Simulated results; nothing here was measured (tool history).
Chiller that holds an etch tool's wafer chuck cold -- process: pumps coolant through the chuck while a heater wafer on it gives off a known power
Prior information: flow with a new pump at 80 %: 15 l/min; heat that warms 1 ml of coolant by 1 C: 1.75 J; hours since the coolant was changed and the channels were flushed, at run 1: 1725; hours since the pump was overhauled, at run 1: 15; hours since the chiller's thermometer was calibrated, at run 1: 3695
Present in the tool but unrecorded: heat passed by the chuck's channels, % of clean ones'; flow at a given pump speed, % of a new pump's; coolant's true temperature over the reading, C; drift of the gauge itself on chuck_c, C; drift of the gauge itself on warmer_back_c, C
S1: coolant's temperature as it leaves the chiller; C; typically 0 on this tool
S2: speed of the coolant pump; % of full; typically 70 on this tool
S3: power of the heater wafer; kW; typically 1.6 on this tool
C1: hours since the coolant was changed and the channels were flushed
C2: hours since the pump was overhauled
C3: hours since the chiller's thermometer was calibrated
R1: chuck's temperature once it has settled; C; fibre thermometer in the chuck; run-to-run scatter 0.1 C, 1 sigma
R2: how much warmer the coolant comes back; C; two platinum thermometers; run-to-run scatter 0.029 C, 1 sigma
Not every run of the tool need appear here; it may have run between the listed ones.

Run 1, hour 0: usual settings; C1 1725; C2 15; C3 3695. Result: R1 16.9 C, R2 4.14 C.
Run 2, hour 39.9: usual settings but S3 2.35 kW; C1 1764; C2 55; C3 3735. Result: R1 24.8 C, R2 6.08 C.
Run 3, hour 116.4: usual settings but S3 2.35 kW; C1 1841; C2 131; C3 3811. Result: R1 24.4 C, R2 6.05 C.
Run 4, hour 198.7: usual settings but S2 94 % of full; C1 1923; C2 214; C3 3893. Result: R1 13.3 C, R2 3.11 C.
Run 5, hour 242.3: usual settings; C1 1967; C2 257; C3 3937. Result: R1 16.8 C, R2 4.17 C.
Run 6, hour 302.4: usual settings; C1 2027; C2 317; C3 3997. Result: R1 16.8 C, R2 4.15 C.
Run 7, hour 386.8: usual settings; C1 2111; C2 402; C3 4081. Result: R1 16.8 C, R2 4.08 C.
Run 8, hour 428.6: usual settings but S1 1 C; C1 2153; C2 444; C3 4123. Result: R1 18 C, R2 4.11 C.
Run 9, hour 468.2: usual settings but S1 1 C; C1 2193; C2 483; C3 4163. Result: R1 17.8 C, R2 4.1 C.
Run 10, hour 518.6: usual settings; C1 2243; C2 533; C3 4213. Result: R1 16.8 C, R2 4.08 C.
Run 11, hour 554.7: usual settings but S1 2 C; C1 2279; C2 570; C3 4249. Result: R1 18.7 C, R2 4.08 C.
Run 12, hour 619.4: usual settings but S1 2 C; C1 2344; C2 634; C3 4314. Result: R1 18.8 C, R2 4.05 C.
Run 13, hour 700.7: usual settings; C1 2425; C2 716; C3 4395. Result: R1 16.8 C, R2 4.05 C.
Run 14, hour 742.2: usual settings but S1 7 C; C1 2467; C2 757; C3 4437. Result: R1 23.8 C, R2 4.07 C.
Run 15, hour 785: usual settings but S1 7 C; C1 2510; C2 800; C3 4480. Result: R1 23.8 C, R2 4.04 C.
Run 16, hour 820: usual settings but S1 7 C; C1 2545; C2 835; C3 4515. Result: R1 23.9 C, R2 4.06 C.
Run 17, hour 900.7: usual settings but S1 7 C, S2 74 % of full, S3 0.944 kW; C1 2625; C2 916; C3 4595. Result: R1 16.5 C, R2 2.23 C.
Run 18, hour 957.8: usual settings but S1 7 C, S2 74 % of full, S3 1.131 kW; C1 2682; C2 973; C3 4652. Result: R1 18.6 C, R2 2.7 C.
Run 19, hour 1002.3: usual settings but S1 3 C, S2 74 % of full, S3 1.131 kW; C1 2727; C2 1017; C3 4697. Result: R1 14.6 C, R2 2.7 C.
Run 20, hour 1053.4: usual settings but S1 3 C, S3 1.131 kW; C1 2778; C2 1068; C3 4748. Result: R1 14.7 C, R2 2.87 C.
Run 21, hour 1120.7: usual settings but S1 3 C, S3 1.131 kW; C1 2845; C2 1136; C3 4815. Result: R1 15 C, R2 2.85 C.
Run 22, hour 1187.6: usual settings but S1 -8 C, S2 81 % of full, S3 1.091 kW; C1 2912; C2 1203; C3 4882. Result: R1 2.3 C, R2 2.35 C.
Run 23, hour 1258: usual settings but S1 7 C, S2 96 % of full; C1 2983; C2 1273; C3 4953. Result: R1 20.1 C, R2 2.94 C.
Run 24, hour 1327.7: usual settings but S1 7 C, S2 96 % of full, S3 0.837 kW; C1 3052; C2 1343; C3 5022. Result: R1 13.9 C, R2 1.47 C.
Run 25, hour 1389.4: usual settings but S1 6 C, S2 94 % of full, S3 1.791 kW; C1 3114; C2 1404; C3 5084. Result: R1 20.8 C, R2 3.36 C.
Run 26, hour 1456.4: usual settings but S1 8 C, S2 97 % of full, S3 2.098 kW; C1 3181; C2 1471; C3 5151. Result: R1 25.1 C, R2 3.86 C.
Run 27, hour 1511.2: usual settings but S1 7 C, S2 87 % of full, S3 0.891 kW; C1 3236; C2 1526; C3 5206. Result: R1 14.9 C, R2 1.78 C.
Run 28, hour 1584.4: usual settings but S1 7 C, S2 87 % of full, S3 0.891 kW; C1 3309; C2 1599; C3 5279. Result: R1 14.8 C, R2 1.73 C.
Run 29, hour 1633.2: usual settings but S1 -4 C, S2 63 % of full; C1 3358; C2 1648; C3 5328. Result: R1 14.4 C, R2 4.41 C.
At hour 1676.3: gauge calibrated.
Run 30, hour 1691.9: usual settings but S1 3 C, S2 82 % of full; C1 3416; C2 1707; C3 5387. Result: R1 17.8 C, R2 3.58 C.
Run 31, hour 1728.1: usual settings but S1 3 C, S2 82 % of full; C1 3453; C2 1743; C3 5423. Result: R1 18 C, R2 3.56 C.
Run 32, hour 1767: usual settings but S1 3 C, S2 82 % of full; C1 3492; C2 1782; C3 5462. Result: R1 17.6 C, R2 3.49 C.

Here are 3 independent what-if runs from the current tool condition. What would each one return?
Run A, hour 1811.2: usual settings but S1 7 C, S2 73 % of full; C1 3536; C2 1826; C3 5506. Result: R1 ?, R2 ?.
Run B, hour 1811.2: usual settings but S1 3 C, S2 83 % of full, S3 1.333 kW; C1 3536; C2 1826; C3 5506. Result: R1 ?, R2 ?.
Run C, hour 1811.2: usual settings but S1 -8 C, S2 73 % of full; C1 3536; C2 1826; C3 5506. Result: R1 ?, R2 ?.

run    R1    R2
  A  23.3  3.98
  B  15.4  2.93
  C   8.4  3.93
Without the tool's hidden state the same runs would have given:
run    R1    R2
  A  23.3  3.99
  B  15.4  2.94
  C   8.3  3.94
